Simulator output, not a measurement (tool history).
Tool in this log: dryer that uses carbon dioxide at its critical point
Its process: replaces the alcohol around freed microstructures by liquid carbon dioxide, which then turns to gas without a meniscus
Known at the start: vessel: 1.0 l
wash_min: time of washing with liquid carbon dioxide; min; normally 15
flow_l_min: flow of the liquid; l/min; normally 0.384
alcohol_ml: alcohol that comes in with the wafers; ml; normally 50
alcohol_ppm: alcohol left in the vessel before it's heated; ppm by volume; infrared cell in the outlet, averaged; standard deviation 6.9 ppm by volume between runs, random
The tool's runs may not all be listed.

{"run": 1, "hour": 0.0, "wash_min": 15, "flow_l_min": 0.384, "alcohol_ml": 50, "alcohol_ppm": 690}
{"run": 2, "hour": 15.3, "wash_min": 15, "flow_l_min": 0.384, "alcohol_ml": 50, "alcohol_ppm": 724}
{"run": 3, "hour": 34.5, "wash_min": 15, "flow_l_min": 0.384, "alcohol_ml": 50, "alcohol_ppm": 736}
{"run": 4, "hour": 64.8, "wash_min": 15, "flow_l_min": 0.384, "alcohol_ml": 50, "alcohol_ppm": 735}
{"run": 5, "hour": 79.0, "wash_min": 15, "flow_l_min": 0.384, "alcohol_ml": 50, "alcohol_ppm": 761}
{"run": 6, "hour": 96.0, "wash_min": 15, "flow_l_min": 0.384, "alcohol_ml": 50, "alcohol_ppm": 774}
{"run": 7, "hour": 123.0, "wash_min": 15, "flow_l_min": 0.384, "alcohol_ml": 102, "alcohol_ppm": 1518}
{"hour": 128.5, "done": "inlet filter changed"}
{"run": 8, "hour": 141.2, "wash_min": 15, "flow_l_min": 0.384, "alcohol_ml": 102, "alcohol_ppm": 865}
{"run": 9, "hour": 157.8, "wash_min": 15, "flow_l_min": 0.384, "alcohol_ml": 50, "alcohol_ppm": 515}
{"run": 10, "hour": 182.0, "wash_min": 15, "flow_l_min": 0.384, "alcohol_ml": 50, "alcohol_ppm": 520}
{"run": 11, "hour": 212.9, "wash_min": 15, "flow_l_min": 0.384, "alcohol_ml": 50, "alcohol_ppm": 529}
{"run": 12, "hour": 240.4, "wash_min": 15, "flow_l_min": 0.384, "alcohol_ml": 50, "alcohol_ppm": 539}
{"run": 13, "hour": 268.0, "wash_min": 12, "flow_l_min": 0.384, "alcohol_ml": 50, "alcohol_ppm": 1193}
{"run": 14, "hour": 300.8, "wash_min": 12, "flow_l_min": 0.384, "alcohol_ml": 50, "alcohol_ppm": 1239}
{"run": 15, "hour": 326.0, "wash_min": 16, "flow_l_min": 0.33, "alcohol_ml": 50, "alcohol_ppm": 826}
{"run": 16, "hour": 341.5, "wash_min": 16, "flow_l_min": 0.33, "alcohol_ml": 50, "alcohol_ppm": 833}
{"run": 17, "hour": 354.7, "wash_min": 16, "flow_l_min": 0.232, "alcohol_ml": 105, "alcohol_ppm": 5299}
{"run": 18, "hour": 376.4, "wash_min": 16, "flow_l_min": 0.365, "alcohol_ml": 105, "alcohol_ppm": 1074}
{"run": 19, "hour": 395.1, "wash_min": 14, "flow_l_min": 0.369, "alcohol_ml": 64, "alcohol_ppm": 1142}
{"run": 20, "hour": 425.8, "wash_min": 14, "flow_l_min": 0.369, "alcohol_ml": 64, "alcohol_ppm": 1219}
{"run": 21, "hour": 440.8, "wash_min": 14, "flow_l_min": 0.369, "alcohol_ml": 97, "alcohol_ppm": 1728}
{"run": 22, "hour": 459.5, "wash_min": 14, "flow_l_min": 0.369, "alcohol_ml": 97, "alcohol_ppm": 1756}
{"run": 23, "hour": 474.8, "wash_min": 14, "flow_l_min": 0.369, "alcohol_ml": 97, "alcohol_ppm": 1780}

Run 24 comes next. What will it give?
{"run": 24, "hour": 500.0, "wash_min": 16, "flow_l_min": 0.334, "alcohol_ml": 26, "alcohol_ppm": "?"}

alcohol_ppm: 621 ppm by volume
Were there no unlogged condition in the tool, this run, its random variation unchanged, would have produced alcohol_ppm 259 ppm by volume.
